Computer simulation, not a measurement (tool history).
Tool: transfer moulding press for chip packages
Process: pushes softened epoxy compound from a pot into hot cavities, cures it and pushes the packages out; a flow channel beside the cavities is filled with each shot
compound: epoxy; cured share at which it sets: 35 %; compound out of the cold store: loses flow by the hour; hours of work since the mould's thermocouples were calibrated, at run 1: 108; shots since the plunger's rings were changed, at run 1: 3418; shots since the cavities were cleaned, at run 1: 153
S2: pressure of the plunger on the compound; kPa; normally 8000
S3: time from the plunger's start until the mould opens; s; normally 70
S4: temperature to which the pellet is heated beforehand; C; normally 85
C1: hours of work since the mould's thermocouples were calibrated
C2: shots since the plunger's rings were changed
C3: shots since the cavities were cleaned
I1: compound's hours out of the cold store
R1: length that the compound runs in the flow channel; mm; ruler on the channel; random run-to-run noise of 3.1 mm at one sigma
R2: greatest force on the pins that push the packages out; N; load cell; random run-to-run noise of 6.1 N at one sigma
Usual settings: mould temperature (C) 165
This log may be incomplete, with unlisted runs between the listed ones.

run 1 day=0 | mould_temperature_(C)=165 S2=8000 S3=70 S4=85 | C1=108 C2=3418 C3=153 | I1=24.5 | R1=715 R2=286
run 2 day=1.896 | mould_temperature_(C)=165 S2=8000 S3=70 S4=90 | C1=132 C2=4025 C3=760 | I1=44.4 | R1=656 R2=348
-- day=2.308 cavities cleaned with cleaning compound and waxed
run 3 day=4.442 | mould_temperature_(C)=165 S2=8000 S3=70 S4=90 | C1=163 C2=4821 C3=683 | I1=28 | R1=697 R2=362
-- day=5.058 cavities cleaned with cleaning compound and waxed
run 4 day=5.879 | mould_temperature_(C)=165 S2=8000 S3=72 S4=90 | C1=180 C2=5263 C3=263 | I1=41.6 | R1=657 R2=273
-- day=7.675 cavities cleaned with cleaning compound and waxed
run 5 day=7.858 | mould_temperature_(C)=165 S2=8000 S3=72 S4=90 | C1=204 C2=5878 C3=59 | I1=34 | R1=670 R2=247
run 6 day=9.242 | mould_temperature_(C)=165 S2=6650 S3=72 S4=90 | C1=221 C2=6321 C3=502 | I1=47.7 | R1=580 R2=317
-- day=9.579 plunger's sealing rings changed
-- day=10.488 cavities cleaned with cleaning compound and waxed
run 7 day=10.771 | mould_temperature_(C)=165 S2=6650 S3=72 S4=90 | C1=238 C2=363 C3=91 | I1=33.2 | R1=646 R2=241
-- day=13.108 cavities cleaned with cleaning compound and waxed
run 8 day=13.108 | mould_temperature_(C)=165 S2=6650 S3=72 S4=90 | C1=266 C2=1092 C3=0 | I1=45.9 | R1=612 R2=206
-- day=15.792 cavities cleaned with cleaning compound and waxed
run 9 day=15.792 | mould_temperature_(C)=165 S2=8000 S3=70 S4=85 | C1=298 C2=1933 C3=0 | I1=20.4 | R1=736 R2=236
run 10 day=17.404 | mould_temperature_(C)=165 S2=8000 S3=70 S4=85 | C1=318 C2=2450 C3=517 | I1=26.2 | R1=717 R2=331
-- day=17.596 mould's thermocouples calibrated
-- day=18.508 cavities cleaned with cleaning compound and waxed
run 11 day=19.492 | mould_temperature_(C)=166 S2=8000 S3=70 S4=85 | C1=23 C2=3072 C3=315 | I1=11.4 | R1=753 R2=308
-- day=21.292 cavities cleaned with cleaning compound and waxed
run 12 day=21.304 | mould_temperature_(C)=166 S2=8000 S3=70 S4=85 | C1=44 C2=3633 C3=3 | I1=20.3 | R1=726 R2=222
-- day=22.883 mould's thermocouples calibrated, once more
run 13 day=23.412 | mould_temperature_(C)=166 S2=7810 S3=70 S4=79 | C1=7 C2=4284 C3=654 | I1=37.8 | R1=662 R2=348
-- day=24.121 cavities cleaned with cleaning compound and waxed
run 14 day=25.062 | mould_temperature_(C)=160 S2=7810 S3=70 S4=79 | C1=26 C2=4792 C3=302 | I1=11.5 | R1=754 R2=511
-- day=26.817 cavities cleaned with cleaning compound and waxed
run 15 day=27.496 | mould_temperature_(C)=165 S2=8000 S3=70 S4=86 | C1=56 C2=5552 C3=217 | I1=36.6 | R1=673 R2=305
-- day=29.479 cavities cleaned with cleaning compound and waxed
-- day=30.196 plunger's sealing rings changed
run 16 day=30.229 | mould_temperature_(C)=166 S2=8600 S3=54 S4=84 | C1=87 C2=10 C3=206 | I1=29 | R1=745 R2=559
run 17 day=31.817 | mould_temperature_(C)=171 S2=8600 S3=54 S4=89 | C1=107 C2=520 C3=716 | I1=21.5 | R1=747 R2=436
-- day=32.375 cavities cleaned with cleaning compound and waxed
run 18 day=33.133 | mould_temperature_(C)=171 S2=8600 S3=54 S4=89 | C1=123 C2=922 C3=243 | I1=46.2 | R1=677 R2=358
-- day=35.162 cavities cleaned with cleaning compound and waxed
run 19 day=35.183 | mould_temperature_(C)=163 S2=6340 S3=64 S4=85 | C1=147 C2=1558 C3=5 | I1=40.7 | R1=611 R2=322
run 20 day=36.612 | mould_temperature_(C)=162 S2=7820 S3=70 S4=85 | C1=165 C2=2017 C3=464 | I1=8.3 | R1=775 R2=451
-- day=37.958 cavities cleaned with cleaning compound and waxed
run 21 day=39.1 | mould_temperature_(C)=162 S2=7820 S3=70 S4=85 | C1=195 C2=2795 C3=367 | I1=46.8 | R1=664 R2=387

Alternative continuations, all from the tool just after run 21; predict every row:
-- day=40.692 cavities cleaned with cleaning compound and waxed
run A day=40.842 | mould_temperature_(C)=162 S2=8250 S3=51 S4=85 | C1=216 C2=3333 C3=48 | I1=15.5 | R1=? R2=?
-- day=40.692 cavities cleaned with cleaning compound and waxed
run B day=40.842 | mould_temperature_(C)=168 S2=9110 S3=70 S4=85 | C1=216 C2=3333 C3=48 | I1=20 | R1=? R2=?
-- day=40.692 cavities cleaned with cleaning compound and waxed
run C day=40.842 | mould_temperature_(C)=158 S2=8000 S3=70 S4=85 | C1=216 C2=3333 C3=48 | I1=26.3 | R1=? R2=?
-- day=40.692 cavities cleaned with cleaning compound and waxed
run D day=40.842 | mould_temperature_(C)=165 S2=8000 S3=56 S4=83 | C1=216 C2=3333 C3=48 | I1=9.5 | R1=? R2=?
-- day=40.692 cavities cleaned with cleaning compound and waxed
run E day=40.842 | mould_temperature_(C)=165 S2=8000 S3=70 S4=85 | C1=216 C2=3333 C3=48 | I1=26.5 | R1=? R2=?

run=A R1=763 R2=690
run=B R1=768 R2=212
run=C R1=731 R2=437
run=D R1=756 R2=472
run=E R1=710 R2=246
Without the tool's hidden state the same runs would have given:
run=A R1=788 R2=651
run=B R1=794 R2=198
run=C R1=756 R2=418
run=D R1=781 R2=451
run=E R1=734 R2=232
